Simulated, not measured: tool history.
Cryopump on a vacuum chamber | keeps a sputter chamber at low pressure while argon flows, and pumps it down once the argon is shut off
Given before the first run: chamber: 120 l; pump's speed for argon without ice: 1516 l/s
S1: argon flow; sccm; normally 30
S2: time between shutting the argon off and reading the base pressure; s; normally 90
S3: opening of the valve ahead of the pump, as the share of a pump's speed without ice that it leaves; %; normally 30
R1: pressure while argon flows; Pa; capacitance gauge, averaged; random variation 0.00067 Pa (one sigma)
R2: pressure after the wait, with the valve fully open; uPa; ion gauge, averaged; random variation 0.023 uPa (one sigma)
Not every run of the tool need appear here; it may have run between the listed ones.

run	hour	S1	S2	S3	R1	R2
1	0.0	30	90	30	0.1123	1.21
2	16.8	30	90	50	0.0683	1.17
3	34.3	30	90	50	0.0682	1.25
4	44.9	30	28	30	0.1133	2.39
5	53.4	30	28	30	0.1123	2.40
6	62.6	30	28	30	0.1129	2.41
7	75.6	30	28	30	0.1126	2.38
8	88.3	42	90	30	0.1587	1.22
9	99.4	30	90	21	0.1603	1.18
10	109.5	30	90	21	0.1623	1.27
11	127.4	30	90	21	0.1613	1.20
12	135.5	30	90	21	0.1603	1.23
13	144.1	30	90	21	0.1605	1.24
14	159.0	46	90	30	0.1750	1.21
15	171.7	46	90	30	0.1760	1.23
16	184.3	46	90	30	0.1739	1.28
17	203.0	13	180	30	0.0492	1.01
18	212.7	15	180	17	0.0998	0.97
19	227.1	15	180	17	0.0992	0.96
20	237.8	15	180	24	0.0717	1.01
21	254.5	15	180	24	0.0704	0.99
22	266.6	21	280	44	0.0553	0.93
23	277.4	21	280	25	0.0964	0.91
24	289.8	21	280	25	0.0956	0.92
25	303.2	14	140	60	0.0276	1.08
26	316.1	14	43	35	0.0466	1.85
27	325.7	57	79	35	0.1879	1.34
28	336.7	57	79	35	0.1892	1.31
29	352.0	14	279	27	0.0602	0.93
30	367.9	14	279	27	0.0604	0.93
31	377.6	14	279	27	0.0592	0.92

A few steps of R1 between consecutive runs. Split each: what settings, incoming material and random variation would produce without the hidden state, and what is left over for the hidden state, along with gauge scatter present in only one of the two compared results (measured, and without hidden state):
Hidden conditions of the tool in this case: pump's speed, % of a pump's without ice; cold plate's temperature, K; leak into the chamber, uPa l/s; drift of the gauge itself on working_pa, %; drift of the gauge itself on base_upa, %.
Run 16 -> 17: S1 46 -> 13, S2 90 -> 180. R1 -0.1247 Pa: hidden state -0.0027, all else -0.1220.
Run 26 -> 27: S1 14 -> 57, S2 43 -> 79. R1 +0.1413 Pa: hidden state +0.0052, all else +0.1361.
Run 28 -> 29: S1 57 -> 14, S2 79 -> 279, S3 35 -> 27. R1 -0.1290 Pa: hidden state -0.0053, all else -0.1237.

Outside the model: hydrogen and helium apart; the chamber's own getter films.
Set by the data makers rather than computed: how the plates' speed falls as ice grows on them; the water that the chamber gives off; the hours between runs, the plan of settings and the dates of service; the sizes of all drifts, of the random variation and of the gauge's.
